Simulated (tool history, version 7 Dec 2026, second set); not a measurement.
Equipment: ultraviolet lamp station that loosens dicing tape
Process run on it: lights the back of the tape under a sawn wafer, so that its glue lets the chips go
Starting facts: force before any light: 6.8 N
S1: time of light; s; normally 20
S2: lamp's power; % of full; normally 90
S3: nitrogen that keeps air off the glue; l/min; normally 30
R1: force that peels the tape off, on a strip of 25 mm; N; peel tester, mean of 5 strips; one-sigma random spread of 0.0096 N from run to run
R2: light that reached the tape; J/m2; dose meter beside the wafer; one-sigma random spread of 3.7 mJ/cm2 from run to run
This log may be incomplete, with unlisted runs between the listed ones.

run,day,S1,S2,S3,R1,R2
1,0.000,20,90,30,0.633,5110
2,1.208,13,90,30,1.443,3280
3,3.346,13,90,30,1.444,3230
4,4.667,13,90,30,1.472,3200
5,5.608,20,90,15,1.070,4910
6,6.604,20,90,22,0.830,4780
7,7.733,24,90,22,0.606,5700
8,9.854,24,90,22,0.628,5670
9,11.438,24,90,22,0.659,5580
10,13.392,20,90,30,0.809,4560
11,14.533,20,90,30,0.813,4570
12,16.083,20,90,30,0.835,4430
13,17.133,20,90,30,0.834,4400
14,19.088,20,90,30,0.850,4340
15,21.050,20,91,18,1.221,4300
16,22.450,27,91,32,0.467,5790
17,23.383,27,91,32,0.468,5710
18,24.446,27,91,32,0.480,5680
19,25.796,27,91,32,0.499,5650
20,27.658,27,91,32,0.538,5540
21,28.658,15,87,14,2.214,2900
22,30.862,34,72,34,0.526,5300
23,31.862,34,72,34,0.525,5300
# day 32.533: window cleaned of glue's vapour
# day 33.796: lamp changed
24,34.154,34,72,34,0.203,8290

Run 25 comes next. What will it give?
25,36.400,34,72,34,?,?

R1: 0.215 N
R2: 8170 J/m2
Were there no unlogged condition in the tool, this run, its random variation unchanged, would have produced R1 0.201 N, R2 8460 J/m2.
